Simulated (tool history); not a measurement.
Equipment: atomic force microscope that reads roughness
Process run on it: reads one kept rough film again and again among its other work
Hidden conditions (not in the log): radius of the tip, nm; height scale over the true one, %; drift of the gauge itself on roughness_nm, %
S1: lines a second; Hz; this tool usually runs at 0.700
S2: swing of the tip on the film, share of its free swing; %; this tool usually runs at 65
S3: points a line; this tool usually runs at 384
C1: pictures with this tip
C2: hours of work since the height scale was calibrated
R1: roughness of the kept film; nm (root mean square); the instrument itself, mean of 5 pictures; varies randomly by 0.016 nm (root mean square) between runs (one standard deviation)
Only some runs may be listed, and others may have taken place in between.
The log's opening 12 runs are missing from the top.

run,day,S1,S2,S3,C1,C2,R1
13,17.629,0.700,59,771,178,964,3.941
14,18.750,0.700,59,771,230,980,3.925
# day 19.867: new tip fitted
15,19.950,0.700,61,384,4,997,3.873
16,20.904,0.700,61,384,48,1011,3.870
17,22.067,0.700,61,384,102,1027,3.864
18,23.012,0.700,61,384,146,1041,3.868
19,25.083,0.700,61,609,242,1071,3.886
# day 25.921: new tip fitted
20,26.275,0.700,61,609,17,1088,3.920
21,27.650,0.700,61,609,81,1107,3.911
22,28.912,0.700,65,1020,140,1125,3.895
23,30.229,0.700,65,1020,201,1144,3.892
24,31.779,0.700,83,432,273,1167,3.658
# day 31.979: new tip fitted
25,33.429,0.700,76,384,68,1190,3.743
26,35.167,0.700,76,384,149,1215,3.742
27,36.292,0.691,57,360,201,1231,3.869
28,37.688,0.691,76,576,266,1251,3.761
# day 38.021: new tip fitted
29,38.929,0.691,56,258,43,1269,3.841
30,40.788,1.123,86,384,129,1296,3.477

Run 31 is up next; what results do you expect?
31,42.171,0.910,86,309,193,1315,?

{"run 31": {"R1": 3.479}}
On a tool with no hidden condition, and with the same random variation, this run would have come out at R1 3.493 nm (root mean square).
